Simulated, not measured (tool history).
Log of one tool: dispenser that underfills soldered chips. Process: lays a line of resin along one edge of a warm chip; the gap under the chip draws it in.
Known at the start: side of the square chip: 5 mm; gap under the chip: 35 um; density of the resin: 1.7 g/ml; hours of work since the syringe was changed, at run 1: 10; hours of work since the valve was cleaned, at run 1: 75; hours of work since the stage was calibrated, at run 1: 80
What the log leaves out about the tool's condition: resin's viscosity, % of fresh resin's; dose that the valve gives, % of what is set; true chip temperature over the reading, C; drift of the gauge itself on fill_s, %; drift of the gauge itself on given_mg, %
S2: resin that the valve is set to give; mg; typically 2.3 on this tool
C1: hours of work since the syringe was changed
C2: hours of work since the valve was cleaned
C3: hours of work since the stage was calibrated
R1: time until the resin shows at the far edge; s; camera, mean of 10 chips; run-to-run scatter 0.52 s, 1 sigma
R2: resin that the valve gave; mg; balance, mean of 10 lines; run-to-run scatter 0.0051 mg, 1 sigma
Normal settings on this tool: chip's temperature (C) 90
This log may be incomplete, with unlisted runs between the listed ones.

{"run": 1, "hour": 0.0, "chip's temperature (C)": 90, "S2": 2.3, "C1": 10, "C2": 75, "C3": 80, "R1": 92.1, "R2": 2.234}
{"hour": 3.7, "done": "new syringe of resin"}
{"run": 2, "hour": 7.0, "chip's temperature (C)": 90, "S2": 2.3, "C1": 2, "C2": 79, "C3": 84, "R1": 48.6, "R2": 2.225}
{"run": 3, "hour": 14.4, "chip's temperature (C)": 90, "S2": 2.3, "C1": 7, "C2": 83, "C3": 88, "R1": 70.8, "R2": 2.226}
{"run": 4, "hour": 19.1, "chip's temperature (C)": 77, "S2": 2.3, "C1": 9, "C2": 86, "C3": 91, "R1": 146.4, "R2": 2.224}
{"hour": 23.4, "done": "new syringe of resin"}
{"hour": 24.4, "done": "dispensing valve cleaned and set on the balance"}
{"run": 5, "hour": 28.1, "chip's temperature (C)": 77, "S2": 2.3, "C1": 2, "C2": 2, "C3": 96, "R1": 85.7, "R2": 2.297}
{"run": 6, "hour": 34.1, "chip's temperature (C)": 90, "S2": 2.3, "C1": 6, "C2": 6, "C3": 100, "R1": 66.5, "R2": 2.277}
{"run": 7, "hour": 39.8, "chip's temperature (C)": 75, "S2": 2.3, "C1": 9, "C2": 9, "C3": 103, "R1": 163, "R2": 2.277}
{"hour": 44.1, "done": "new syringe of resin"}
{"run": 8, "hour": 48.0, "chip's temperature (C)": 75, "S2": 2.3, "C1": 2, "C2": 14, "C3": 108, "R1": 96.6, "R2": 2.287}

Forecast run 9:
{"run": 9, "hour": 53.9, "chip's temperature (C)": 76, "S2": 2.92, "C1": 6, "C2": 18, "C3": 111, "R1": "?", "R2": "?"}

R1: 118.5 s
R2: 2.891 mg
On a tool with no hidden condition, and with the same random variation, this run would have come out at R1 71 s, R2 2.922 mg.
